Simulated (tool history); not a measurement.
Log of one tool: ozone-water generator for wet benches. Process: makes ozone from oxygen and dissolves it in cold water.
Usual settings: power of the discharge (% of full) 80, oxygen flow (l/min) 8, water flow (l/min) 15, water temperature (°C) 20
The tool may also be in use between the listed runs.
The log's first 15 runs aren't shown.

| run | hour | power of the discharge (% of full) | oxygen flow (l/min) | water flow (l/min) | water temperature (°C) | dissolved ozone (ppm) | ozone in the gas ahead of the water (g/m3) |
|---|---|---|---|---|---|---|---|
| 16 | 1371.9 | 80 | 8 | 13 | 20 | 19.2 | 173.8 |
| 17 | 1478.5 | 80 | 8 | 13 | 20 | 19.2 | 172 |
| 18 | 1532.8 | 80 | 8 | 20 | 20 | 14.5 | 172.1 |
| 19 | 1651.3 | 98 | 14.29 | 10 | 22 | 17.7 | 129.8 |
| 20 | 1762.8 | 98 | 11.95 | 10 | 27 | 16.9 | 145.6 |
| 21 | 1830.7 | 87 | 8 | 18 | 15 | 17.8 | 179.3 |
| 22 | 1923 | 80 | 4.43 | 17 | 18 | 18.3 | 254.4 |
| 23 | 2024.8 | 80 | 8 | 15 | 25 | 15.7 | 169.6 |
| 24 | 2077.7 | 50 | 8 | 15 | 20 | 13.7 | 134.2 |

The next listed run, before its measurement:
| 25 | 2168.4 | 80 | 11.75 | 10 | 20 | ? | ? |

Run 25 gave dissolved ozone (ppm) 18.3, ozone in the gas ahead of the water (g/m3) 131.1.
Without the tool's hidden state the same run would have given dissolved ozone (ppm) 21, ozone in the gas ahead of the water (g/m3) 141.8.
